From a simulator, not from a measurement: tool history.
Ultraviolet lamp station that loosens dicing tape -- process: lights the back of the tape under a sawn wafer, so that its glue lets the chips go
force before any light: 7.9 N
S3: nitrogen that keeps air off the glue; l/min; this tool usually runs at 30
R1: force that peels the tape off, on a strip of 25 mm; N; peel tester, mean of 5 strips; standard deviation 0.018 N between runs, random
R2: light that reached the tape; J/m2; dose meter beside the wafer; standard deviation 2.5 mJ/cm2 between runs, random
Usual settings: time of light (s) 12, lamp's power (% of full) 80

run 1 day=0.000 | time_of_light_(s)=12 lamp's_power_(%_of_full)=80 S3=30 | R1=0.949 R2=2710
run 2 day=0.500 | time_of_light_(s)=12 lamp's_power_(%_of_full)=80 S3=30 | R1=0.958 R2=2730
run 3 day=1.229 | time_of_light_(s)=12 lamp's_power_(%_of_full)=80 S3=30 | R1=0.965 R2=2770
run 4 day=1.854 | time_of_light_(s)=12 lamp's_power_(%_of_full)=80 S3=30 | R1=0.942 R2=2730
run 5 day=2.492 | time_of_light_(s)=12 lamp's_power_(%_of_full)=80 S3=45 | R1=0.742 R2=2700
run 6 day=3.100 | time_of_light_(s)=12 lamp's_power_(%_of_full)=80 S3=45 | R1=0.759 R2=2680
run 7 day=3.767 | time_of_light_(s)=12 lamp's_power_(%_of_full)=80 S3=45 | R1=0.794 R2=2670
run 8 day=4.338 | time_of_light_(s)=12 lamp's_power_(%_of_full)=63 S3=45 | R1=1.177 R2=2120
run 9 day=4.717 | time_of_light_(s)=12 lamp's_power_(%_of_full)=63 S3=45 | R1=1.178 R2=2120
run 10 day=5.171 | time_of_light_(s)=12 lamp's_power_(%_of_full)=63 S3=45 | R1=1.180 R2=2180
run 11 day=5.617 | time_of_light_(s)=12 lamp's_power_(%_of_full)=63 S3=45 | R1=1.200 R2=2110
run 12 day=5.996 | time_of_light_(s)=12 lamp's_power_(%_of_full)=63 S3=45 | R1=1.209 R2=2070
run 13 day=6.429 | time_of_light_(s)=12 lamp's_power_(%_of_full)=80 S3=29 | R1=1.076 R2=2620
run 14 day=6.925 | time_of_light_(s)=12 lamp's_power_(%_of_full)=66 S3=29 | R1=1.473 R2=2150
run 15 day=7.479 | time_of_light_(s)=13 lamp's_power_(%_of_full)=80 S3=30 | R1=0.890 R2=2840
run 16 day=7.779 | time_of_light_(s)=11 lamp's_power_(%_of_full)=80 S3=30 | R1=1.262 R2=2440
run 17 day=8.238 | time_of_light_(s)=18 lamp's_power_(%_of_full)=80 S3=30 | R1=0.472 R2=3910
run 18 day=8.688 | time_of_light_(s)=18 lamp's_power_(%_of_full)=61 S3=30 | R1=0.817 R2=2960
run 19 day=9.142 | time_of_light_(s)=12 lamp's_power_(%_of_full)=80 S3=30 | R1=1.093 R2=2580
run 20 day=9.671 | time_of_light_(s)=12 lamp's_power_(%_of_full)=80 S3=30 | R1=1.070 R2=2550
run 21 day=10.233 | time_of_light_(s)=12 lamp's_power_(%_of_full)=80 S3=30 | R1=1.052 R2=2580
run 22 day=10.612 | time_of_light_(s)=6 lamp's_power_(%_of_full)=80 S3=30 | R1=2.801 R2=1270
run 23 day=11.229 | time_of_light_(s)=6 lamp's_power_(%_of_full)=80 S3=30 | R1=2.894 R2=1290

Estimate the outcome of run 24 from the log above:
run 24 day=11.833 | time_of_light_(s)=17 lamp's_power_(%_of_full)=63 S3=30 | R1=? R2=?

{"run 24": {"R1": 0.89, "R2": 2860}}
Had the tool carried no hidden state, the very same run would have given R1 0.711 N, R2 3200 J/m2.
